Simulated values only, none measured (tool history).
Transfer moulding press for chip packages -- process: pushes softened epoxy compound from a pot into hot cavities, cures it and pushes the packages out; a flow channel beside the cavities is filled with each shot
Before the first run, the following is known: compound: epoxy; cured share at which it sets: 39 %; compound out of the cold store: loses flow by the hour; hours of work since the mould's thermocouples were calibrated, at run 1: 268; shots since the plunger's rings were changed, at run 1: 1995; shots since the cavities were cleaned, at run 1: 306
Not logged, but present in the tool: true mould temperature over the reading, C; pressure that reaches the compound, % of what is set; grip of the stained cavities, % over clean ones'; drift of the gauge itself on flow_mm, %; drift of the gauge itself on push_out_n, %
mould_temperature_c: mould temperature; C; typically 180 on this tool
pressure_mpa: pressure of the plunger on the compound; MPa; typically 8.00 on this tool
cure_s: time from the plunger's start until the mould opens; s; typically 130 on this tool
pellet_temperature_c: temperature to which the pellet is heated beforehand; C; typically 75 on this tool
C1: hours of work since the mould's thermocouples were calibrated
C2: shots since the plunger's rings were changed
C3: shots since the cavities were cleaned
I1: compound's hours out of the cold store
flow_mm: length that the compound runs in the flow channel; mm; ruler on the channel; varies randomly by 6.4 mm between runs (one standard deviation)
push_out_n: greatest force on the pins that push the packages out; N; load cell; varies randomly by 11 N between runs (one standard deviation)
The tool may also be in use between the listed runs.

run 1 hour=0.0 | mould_temperature_c=180 pressure_mpa=8.00 cure_s=130 pellet_temperature_c=75 | C1=268 C2=1995 C3=306 | I1=36.3 | flow_mm=649 push_out_n=810
run 2 hour=27.8 | mould_temperature_c=180 pressure_mpa=8.00 cure_s=130 pellet_temperature_c=75 | C1=283 C2=2202 C3=513 | I1=12.1 | flow_mm=740 push_out_n=968
run 3 hour=77.9 | mould_temperature_c=180 pressure_mpa=8.00 cure_s=152 pellet_temperature_c=75 | C1=311 C2=2575 C3=886 | I1=28.6 | flow_mm=677 push_out_n=869
-- hour=112.4 cavities cleaned with cleaning compound and waxed
run 4 hour=116.0 | mould_temperature_c=180 pressure_mpa=8.00 cure_s=130 pellet_temperature_c=75 | C1=331 C2=2848 C3=27 | I1=44.9 | flow_mm=612 push_out_n=528
run 5 hour=164.4 | mould_temperature_c=181 pressure_mpa=8.00 cure_s=130 pellet_temperature_c=75 | C1=358 C2=3209 C3=388 | I1=19.8 | flow_mm=690 push_out_n=867
-- hour=181.4 plunger's sealing rings changed
run 6 hour=189.0 | mould_temperature_c=181 pressure_mpa=8.00 cure_s=130 pellet_temperature_c=75 | C1=370 C2=56 C3=552 | I1=31.3 | flow_mm=701 push_out_n=900
-- hour=210.8 mould's thermocouples calibrated
run 7 hour=235.3 | mould_temperature_c=181 pressure_mpa=8.00 cure_s=130 pellet_temperature_c=75 | C1=14 C2=386 C3=882 | I1=40.7 | flow_mm=658 push_out_n=980
-- hour=270.2 cavities cleaned with cleaning compound and waxed
run 8 hour=282.4 | mould_temperature_c=181 pressure_mpa=8.00 cure_s=130 pellet_temperature_c=75 | C1=39 C2=726 C3=90 | I1=41.8 | flow_mm=654 push_out_n=617
run 9 hour=318.3 | mould_temperature_c=180 pressure_mpa=8.00 cure_s=130 pellet_temperature_c=75 | C1=59 C2=994 C3=358 | I1=45.3 | flow_mm=635 push_out_n=857
run 10 hour=339.1 | mould_temperature_c=180 pressure_mpa=8.00 cure_s=130 pellet_temperature_c=75 | C1=70 C2=1149 C3=513 | I1=34.5 | flow_mm=669 push_out_n=952
run 11 hour=378.1 | mould_temperature_c=180 pressure_mpa=8.00 cure_s=130 pellet_temperature_c=68 | C1=92 C2=1440 C3=804 | I1=43.5 | flow_mm=645 push_out_n=1022
run 12 hour=411.0 | mould_temperature_c=180 pressure_mpa=8.00 cure_s=130 pellet_temperature_c=68 | C1=110 C2=1685 C3=1049 | I1=9.7 | flow_mm=745 push_out_n=1188
-- hour=424.3 cavities cleaned with cleaning compound and waxed
run 13 hour=456.9 | mould_temperature_c=180 pressure_mpa=8.00 cure_s=130 pellet_temperature_c=68 | C1=134 C2=2016 C3=243 | I1=32.4 | flow_mm=678 push_out_n=824
run 14 hour=490.3 | mould_temperature_c=180 pressure_mpa=8.00 cure_s=169 pellet_temperature_c=68 | C1=153 C2=2264 C3=491 | I1=10.7 | flow_mm=756 push_out_n=750
run 15 hour=530.0 | mould_temperature_c=180 pressure_mpa=9.51 cure_s=111 pellet_temperature_c=82 | C1=175 C2=2560 C3=787 | I1=36.3 | flow_mm=701 push_out_n=1391
run 16 hour=556.1 | mould_temperature_c=180 pressure_mpa=9.51 cure_s=111 pellet_temperature_c=82 | C1=189 C2=2755 C3=982 | I1=18.7 | flow_mm=778 push_out_n=1517
-- hour=580.3 cavities cleaned with cleaning compound and waxed
run 17 hour=588.0 | mould_temperature_c=184 pressure_mpa=7.84 cure_s=148 pellet_temperature_c=73 | C1=206 C2=2982 C3=58 | I1=37.9 | flow_mm=620 push_out_n=445
run 18 hour=623.8 | mould_temperature_c=187 pressure_mpa=8.00 cure_s=130 pellet_temperature_c=79 | C1=226 C2=3249 C3=325 | I1=8.6 | flow_mm=710 push_out_n=673
-- hour=636.8 plunger's sealing rings changed
run 19 hour=673.0 | mould_temperature_c=187 pressure_mpa=8.00 cure_s=130 pellet_temperature_c=79 | C1=251 C2=269 C3=672 | I1=36.4 | flow_mm=658 push_out_n=784
run 20 hour=699.1 | mould_temperature_c=174 pressure_mpa=8.44 cure_s=130 pellet_temperature_c=79 | C1=266 C2=464 C3=867 | I1=43.7 | flow_mm=689 push_out_n=1490
run 21 hour=722.8 | mould_temperature_c=174 pressure_mpa=9.24 cure_s=121 pellet_temperature_c=79 | C1=279 C2=640 C3=1043 | I1=20.6 | flow_mm=796 push_out_n=1918
-- hour=737.3 cavities cleaned with cleaning compound and waxed
run 22 hour=762.1 | mould_temperature_c=180 pressure_mpa=8.00 cure_s=140 pellet_temperature_c=75 | C1=300 C2=922 C3=184 | I1=13.7 | flow_mm=748 push_out_n=683
run 23 hour=786.4 | mould_temperature_c=182 pressure_mpa=9.82 cure_s=157 pellet_temperature_c=84 | C1=313 C2=1103 C3=365 | I1=15.9 | flow_mm=801 push_out_n=689
run 24 hour=807.1 | mould_temperature_c=180 pressure_mpa=9.56 cure_s=130 pellet_temperature_c=75 | C1=325 C2=1258 C3=520 | I1=37.1 | flow_mm=720 push_out_n=987
run 25 hour=841.6 | mould_temperature_c=180 pressure_mpa=8.00 cure_s=142 pellet_temperature_c=69 | C1=344 C2=1515 C3=777 | I1=14.4 | flow_mm=739 push_out_n=935
run 26 hour=868.0 | mould_temperature_c=180 pressure_mpa=8.00 cure_s=139 pellet_temperature_c=76 | C1=358 C2=1712 C3=974 | I1=37.2 | flow_mm=661 push_out_n=959
-- hour=893.6 cavities cleaned with cleaning compound and waxed
run 27 hour=909.3 | mould_temperature_c=186 pressure_mpa=8.00 cure_s=120 pellet_temperature_c=76 | C1=380 C2=2008 C3=116 | I1=29.5 | flow_mm=646 push_out_n=586

Alternative continuations, all from the tool just after run 27; predict every row:
-- hour=914.1 mould's thermocouples calibrated
run A hour=952.2 | mould_temperature_c=186 pressure_mpa=6.26 cure_s=159 pellet_temperature_c=74 | C1=21 C2=2313 C3=421 | I1=29.1 | flow_mm=? push_out_n=?
-- hour=914.1 mould's thermocouples calibrated
run B hour=952.2 | mould_temperature_c=181 pressure_mpa=8.00 cure_s=130 pellet_temperature_c=65 | C1=21 C2=2313 C3=421 | I1=27.4 | flow_mm=? push_out_n=?
-- hour=914.1 mould's thermocouples calibrated
run C hour=952.2 | mould_temperature_c=186 pressure_mpa=7.26 cure_s=137 pellet_temperature_c=75 | C1=21 C2=2313 C3=421 | I1=11.8 | flow_mm=? push_out_n=?
-- hour=914.1 mould's thermocouples calibrated
run D hour=952.2 | mould_temperature_c=185 pressure_mpa=7.03 cure_s=110 pellet_temperature_c=76 | C1=21 C2=2313 C3=421 | I1=12.9 | flow_mm=? push_out_n=?

run=A flow_mm=579 push_out_n=688
run=B flow_mm=669 push_out_n=919
run=C flow_mm=689 push_out_n=713
run=D flow_mm=677 push_out_n=947
Stripped of hidden state, with their random variation kept, the same runs would have yielded:
run=A flow_mm=608 push_out_n=387
run=B flow_mm=703 push_out_n=522
run=C flow_mm=723 push_out_n=402
run=D flow_mm=710 push_out_n=537

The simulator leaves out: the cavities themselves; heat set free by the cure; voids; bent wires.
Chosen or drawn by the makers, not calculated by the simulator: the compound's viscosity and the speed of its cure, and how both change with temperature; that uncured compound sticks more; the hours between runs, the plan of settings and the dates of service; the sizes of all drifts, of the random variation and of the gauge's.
